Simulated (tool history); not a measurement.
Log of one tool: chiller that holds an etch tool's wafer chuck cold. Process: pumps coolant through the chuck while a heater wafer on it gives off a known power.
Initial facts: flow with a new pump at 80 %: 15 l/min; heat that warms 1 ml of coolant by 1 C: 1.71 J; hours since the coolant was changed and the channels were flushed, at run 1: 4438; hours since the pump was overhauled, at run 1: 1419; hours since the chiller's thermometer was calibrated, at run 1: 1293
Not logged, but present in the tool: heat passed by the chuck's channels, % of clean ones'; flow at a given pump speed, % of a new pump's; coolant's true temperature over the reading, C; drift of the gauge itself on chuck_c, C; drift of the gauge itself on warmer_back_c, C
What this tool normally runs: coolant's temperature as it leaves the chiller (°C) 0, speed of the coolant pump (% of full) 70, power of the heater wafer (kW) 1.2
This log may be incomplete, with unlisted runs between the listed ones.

run    hour  coolant's temperature as it leaves the chiller (°C)  speed of the coolant pump (% of full)  power of the heater wafer (kW)  hours since the coolant was changed and the channels were flushed  hours since the pump was overhauled  hours since the chiller's thermometer was calibrated  chuck's temperature once it has settled (°C)  how much warmer the coolant comes back (C)
  1       0                                                    0                                     70                             1.2                                                               4438                                 1419                                                  1293                                          11.5                                        3.25
  2    47.9                                                    0                                     70                             1.2                                                               4486                                 1467                                                  1341                                          11.6                                        3.33
  3      82                                                    0                                     70                             1.2                                                               4520                                 1501                                                  1375                                          11.6                                        3.31
  4   120.2                                                    0                                     70                             1.2                                                               4559                                 1539                                                  1413                                          11.6                                         3.3
  5   164.3                                                    0                                     70                             1.2                                                               4603                                 1583                                                  1457                                          11.5                                        3.26
  6   203.2                                                    0                                     70                             1.2                                                               4642                                 1622                                                  1496                                          11.7                                        3.29
  7   241.7                                                    0                                     70                             1.5                                                               4680                                 1660                                                  1534                                          14.4                                        4.18
  8   298.5                                                    0                                     70                            0.92                                                               4737                                 1717                                                  1591                                           8.8                                        2.55
  9   335.5                                                    6                                     70                             1.2                                                               4774                                 1754                                                  1628                                          17.6                                        3.25
 10   383.3                                                    0                                     61                             1.2                                                               4822                                 1802                                                  1676                                          12.5                                        3.81
 11     441                                                    0                                     70                             1.2                                                               4879                                 1860                                                  1734                                          11.6                                        3.27
 12   492.7                                                    0                                     70                             1.2                                                               4931                                 1911                                                  1785                                          11.6                                         3.3
 13   527.9                                                    0                                     70                             1.2                                                               4966                                 1947                                                  1821                                          11.6                                         3.3
 14     586                                                    0                                     70                             1.2                                                               5024                                 2005                                                  1879                                          11.6                                        3.25
 15   644.4                                                    0                                     70                             1.2                                                               5083                                 2063                                                  1937                                          11.5                                        3.24
 16   673.7                                                    0                                     70                           1.254                                                               5112                                 2092                                                  1966                                            12                                         3.4
 17   707.8                                                    0                                     70                           1.254                                                               5146                                 2127                                                  2000                                          12.2                                        3.46
 18   740.4                                                    0                                     90                           1.243                                                               5179                                 2159                                                  2033                                          10.3                                         2.6
      761.7  -- chiller's thermometer calibrated
 19   771.1                                                    0                                     90                           1.243                                                               5208                                 2189                                                     9                                          10.4                                        2.54
 20   811.9                                                    0                                     90                           1.243                                                               5249                                 2230                                                    50                                          10.4                                        2.55
 21     861                                                    5                                     62                             1.2                                                               5298                                 2279                                                    99                                          17.5                                        3.77
 22   913.7                                                    5                                     62                             1.2                                                               5351                                 2331                                                   152                                          17.2                                        3.78
 23   970.3                                                   -3                                     68                           0.804                                                               5408                                 2388                                                   209                                           4.9                                        2.25
 24  1011.3                                                    8                                     98                           0.753                                                               5449                                 2429                                                   250                                            14                                        1.39
 25  1041.9                                                    0                                     70                            1.23                                                               5479                                 2460                                                   280                                          11.8                                        3.33
 26  1067.3                                                    0                                     70                            1.23                                                               5505                                 2485                                                   306                                            12                                        3.33
 27  1113.2                                                    0                                     70                            1.23                                                               5551                                 2531                                                   352                                          11.9                                        3.39
 28  1164.4                                                    0                                     70                            1.23                                                               5602                                 2582                                                   403                                          11.8                                        3.34
 29  1200.9                                                    2                                     69                           0.628                                                               5638                                 2619                                                   439                                           8.2                                        1.72
 30    1235                                                    4                                     88                           1.069                                                               5672                                 2653                                                   473                                          13.1                                        2.26
 31  1275.4                                                  -10                                     79                           0.675                                                               5713                                 2693                                                   514                                          -4.1                                        1.63
 32    1331                                                  -10                                     79                           0.675                                                               5768                                 2749                                                   569                                          -4.1                                        1.63
 33  1361.7                                                   -2                                     79                            0.69                                                               5799                                 2779                                                   600                                           4.3                                        1.67

Predict each of these 3 candidate next runs independently; none follows another, all start after run 33:
  A  1404.4                                                    0                                     87                             1.2                                                               5842                                 2822                                                   643                                             ?                                           ?
  B  1404.4                                                    6                                     70                             1.2                                                               5842                                 2822                                                   643                                             ?                                           ?
  C  1404.4                                                   -6                                     90                             1.2                                                               5842                                 2822                                                   643                                             ?                                           ?

run  chuck's temperature once it has settled (°C)  how much warmer the coolant comes back (C)
  A                                          10.2                                        2.56
  B                                          17.5                                        3.27
  C                                             4                                        2.48
Without the tool's unlogged condition, the same runs would have read:
run  chuck's temperature once it has settled (°C)  how much warmer the coolant comes back (C)
  A                                          10.2                                        2.56
  B                                          17.4                                        3.27
  C                                             4                                        2.48
